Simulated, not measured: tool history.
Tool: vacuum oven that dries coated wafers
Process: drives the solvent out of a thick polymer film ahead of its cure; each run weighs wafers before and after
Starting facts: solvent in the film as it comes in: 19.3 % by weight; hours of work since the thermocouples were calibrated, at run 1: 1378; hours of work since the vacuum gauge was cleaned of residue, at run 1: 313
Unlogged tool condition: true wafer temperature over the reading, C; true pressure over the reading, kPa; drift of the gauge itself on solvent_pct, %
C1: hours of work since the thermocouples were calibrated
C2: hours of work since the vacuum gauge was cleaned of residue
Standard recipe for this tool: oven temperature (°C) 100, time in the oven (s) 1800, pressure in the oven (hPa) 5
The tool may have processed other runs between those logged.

{"run": 1, "hour": 0.0, "oven temperature (°C)": 100, "time in the oven (s)": 1800, "pressure in the oven (hPa)": 5, "C1": 1378, "C2": 313, "solvent left in the film (%)": 0.94}
{"run": 2, "hour": 14.1, "oven temperature (°C)": 100, "time in the oven (s)": 1800, "pressure in the oven (hPa)": 5, "C1": 1384, "C2": 320, "solvent left in the film (%)": 0.96}
{"run": 3, "hour": 27.4, "oven temperature (°C)": 100, "time in the oven (s)": 1800, "pressure in the oven (hPa)": 5, "C1": 1390, "C2": 325, "solvent left in the film (%)": 0.95}
{"run": 4, "hour": 41.8, "oven temperature (°C)": 100, "time in the oven (s)": 1800, "pressure in the oven (hPa)": 5, "C1": 1396, "C2": 332, "solvent left in the film (%)": 0.95}
{"run": 5, "hour": 57.7, "oven temperature (°C)": 100, "time in the oven (s)": 1800, "pressure in the oven (hPa)": 5, "C1": 1403, "C2": 338, "solvent left in the film (%)": 0.96}
{"run": 6, "hour": 73.1, "oven temperature (°C)": 100, "time in the oven (s)": 1800, "pressure in the oven (hPa)": 5, "C1": 1410, "C2": 345, "solvent left in the film (%)": 0.97}
{"run": 7, "hour": 81.9, "oven temperature (°C)": 100, "time in the oven (s)": 1800, "pressure in the oven (hPa)": 5, "C1": 1414, "C2": 349, "solvent left in the film (%)": 0.92}
{"run": 8, "hour": 92.2, "oven temperature (°C)": 100, "time in the oven (s)": 2820, "pressure in the oven (hPa)": 5, "C1": 1418, "C2": 353, "solvent left in the film (%)": 0.45}
{"run": 9, "hour": 100.6, "oven temperature (°C)": 100, "time in the oven (s)": 2820, "pressure in the oven (hPa)": 5, "C1": 1422, "C2": 357, "solvent left in the film (%)": 0.45}
{"run": 10, "hour": 118.1, "oven temperature (°C)": 100, "time in the oven (s)": 1800, "pressure in the oven (hPa)": 5, "C1": 1429, "C2": 365, "solvent left in the film (%)": 0.95}
{"run": 11, "hour": 126.5, "oven temperature (°C)": 100, "time in the oven (s)": 1800, "pressure in the oven (hPa)": 5, "C1": 1433, "C2": 368, "solvent left in the film (%)": 0.96}
{"run": 12, "hour": 137.0, "oven temperature (°C)": 100, "time in the oven (s)": 1800, "pressure in the oven (hPa)": 13.39, "C1": 1438, "C2": 373, "solvent left in the film (%)": 1.44}
{"run": 13, "hour": 154.3, "oven temperature (°C)": 100, "time in the oven (s)": 1800, "pressure in the oven (hPa)": 5, "C1": 1445, "C2": 380, "solvent left in the film (%)": 0.96}
{"run": 14, "hour": 168.4, "oven temperature (°C)": 106, "time in the oven (s)": 1320, "pressure in the oven (hPa)": 5, "C1": 1451, "C2": 386, "solvent left in the film (%)": 0.81}
{"hour": 171.8, "done": "oven's thermocouples calibrated"}
{"run": 15, "hour": 183.3, "oven temperature (°C)": 100, "time in the oven (s)": 2040, "pressure in the oven (hPa)": 7.94, "C1": 5, "C2": 392, "solvent left in the film (%)": 0.82}
{"run": 16, "hour": 203.1, "oven temperature (°C)": 100, "time in the oven (s)": 2040, "pressure in the oven (hPa)": 7.94, "C1": 14, "C2": 400, "solvent left in the film (%)": 0.84}
{"hour": 222.4, "done": "oven's thermocouples calibrated, once more"}
{"run": 17, "hour": 223.5, "oven temperature (°C)": 100, "time in the oven (s)": 2040, "pressure in the oven (hPa)": 7.94, "C1": 0, "C2": 408, "solvent left in the film (%)": 1.25}
{"run": 18, "hour": 239.8, "oven temperature (°C)": 100, "time in the oven (s)": 2040, "pressure in the oven (hPa)": 3.05, "C1": 8, "C2": 415, "solvent left in the film (%)": 0.92}
{"run": 19, "hour": 255.7, "oven temperature (°C)": 100, "time in the oven (s)": 2040, "pressure in the oven (hPa)": 3.05, "C1": 14, "C2": 422, "solvent left in the film (%)": 0.91}
{"run": 20, "hour": 275.4, "oven temperature (°C)": 92, "time in the oven (s)": 1080, "pressure in the oven (hPa)": 5, "C1": 23, "C2": 431, "solvent left in the film (%)": 5.98}
{"run": 21, "hour": 284.2, "oven temperature (°C)": 87, "time in the oven (s)": 1260, "pressure in the oven (hPa)": 17.96, "C1": 27, "C2": 435, "solvent left in the film (%)": 7.91}
{"run": 22, "hour": 295.3, "oven temperature (°C)": 101, "time in the oven (s)": 2340, "pressure in the oven (hPa)": 10.7, "C1": 31, "C2": 439, "solvent left in the film (%)": 1.06}
{"run": 23, "hour": 308.3, "oven temperature (°C)": 100, "time in the oven (s)": 1800, "pressure in the oven (hPa)": 18.09, "C1": 37, "C2": 445, "solvent left in the film (%)": 2.13}
{"run": 24, "hour": 323.2, "oven temperature (°C)": 100, "time in the oven (s)": 1380, "pressure in the oven (hPa)": 5.71, "C1": 44, "C2": 451, "solvent left in the film (%)": 2.2}
{"run": 25, "hour": 339.1, "oven temperature (°C)": 108, "time in the oven (s)": 2760, "pressure in the oven (hPa)": 4.18, "C1": 50, "C2": 458, "solvent left in the film (%)": 0.31}

Each row is a separate what-if for the run after 25, all from the same tool condition, not one after another. Results?
{"run": "A", "hour": 356.8, "oven temperature (°C)": 100, "time in the oven (s)": 1800, "pressure in the oven (hPa)": 5, "C1": 58, "C2": 466, "solvent left in the film (%)": "?"}
{"run": "B", "hour": 356.8, "oven temperature (°C)": 98, "time in the oven (s)": 2760, "pressure in the oven (hPa)": 5.54, "C1": 58, "C2": 466, "solvent left in the film (%)": "?"}
{"run": "C", "hour": 356.8, "oven temperature (°C)": 108, "time in the oven (s)": 3000, "pressure in the oven (hPa)": 5, "C1": 58, "C2": 466, "solvent left in the film (%)": "?"}
{"run": "D", "hour": 356.8, "oven temperature (°C)": 108, "time in the oven (s)": 1800, "pressure in the oven (hPa)": 11.51, "C1": 58, "C2": 466, "solvent left in the film (%)": "?"}
{"run": "E", "hour": 356.8, "oven temperature (°C)": 94, "time in the oven (s)": 2760, "pressure in the oven (hPa)": 4.18, "C1": 58, "C2": 466, "solvent left in the film (%)": "?"}

run=A solvent_left_in_the_film_(%)=1.3
run=B solvent_left_in_the_film_(%)=0.82
run=C solvent_left_in_the_film_(%)=0.3
run=D solvent_left_in_the_film_(%)=0.8
run=E solvent_left_in_the_film_(%)=1.2
Stripped of hidden state, with their random variation kept, the same runs would have yielded:
run=A solvent_left_in_the_film_(%)=1.28
run=B solvent_left_in_the_film_(%)=0.77
run=C solvent_left_in_the_film_(%)=0.25
run=D solvent_left_in_the_film_(%)=0.77
run=E solvent_left_in_the_film_(%)=1.17
